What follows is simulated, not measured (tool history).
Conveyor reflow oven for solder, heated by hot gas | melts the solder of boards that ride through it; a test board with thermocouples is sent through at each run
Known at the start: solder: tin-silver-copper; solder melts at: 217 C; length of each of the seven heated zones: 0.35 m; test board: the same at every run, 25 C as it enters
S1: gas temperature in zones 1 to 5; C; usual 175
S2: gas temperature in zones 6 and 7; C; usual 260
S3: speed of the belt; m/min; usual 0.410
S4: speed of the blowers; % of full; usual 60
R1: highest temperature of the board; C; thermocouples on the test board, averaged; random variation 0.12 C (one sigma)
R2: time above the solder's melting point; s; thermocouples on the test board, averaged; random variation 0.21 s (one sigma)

run	hour	S1	S2	S3	S4	R1	R2
1	0.0	175	260	0.410	60	244.0	67.8
2	6.5	175	260	0.410	60	244.2	68.2
3	14.9	175	260	0.410	60	244.2	67.8
4	23.5	175	260	0.410	60	244.1	67.9
5	32.5	175	260	0.410	60	244.1	68.0
6	44.6	175	260	0.410	60	244.1	67.7
7	51.4	175	249	0.410	60	234.9	54.7
8	65.2	175	249	0.410	60	234.8	54.9
9	77.4	175	249	0.410	60	235.0	54.4
10	88.2	175	260	0.410	60	244.0	67.9
11	100.6	175	260	0.410	60	244.2	67.8
12	114.6	161	260	0.410	60	241.3	57.9
13	120.3	161	260	0.410	60	241.4	57.4
14	131.5	175	260	0.410	60	244.1	67.6
15	140.1	175	260	0.410	60	244.2	67.7
16	149.0	175	260	0.442	85	246.7	66.8
17	162.7	188	260	0.392	87	251.6	89.4
18	176.7	175	273	0.410	55	253.7	77.5
19	190.7	175	273	0.410	55	253.5	77.6
20	199.7	161	268	0.410	65	249.5	68.2
# hour 206.0: flux residue cleaned out of gas plates and filters
21	217.4	161	268	0.410	65	248.8	67.3
22	230.6	175	266	0.410	60	248.7	73.1

The next listed run, before its measurement:
23	239.4	175	266	0.410	60	?	?

{"run 23": {"R1": 248.7, "R2": 72.9}}
Without the tool's hidden state the same run would have given R1 249.0 C, R2 73.2 s.

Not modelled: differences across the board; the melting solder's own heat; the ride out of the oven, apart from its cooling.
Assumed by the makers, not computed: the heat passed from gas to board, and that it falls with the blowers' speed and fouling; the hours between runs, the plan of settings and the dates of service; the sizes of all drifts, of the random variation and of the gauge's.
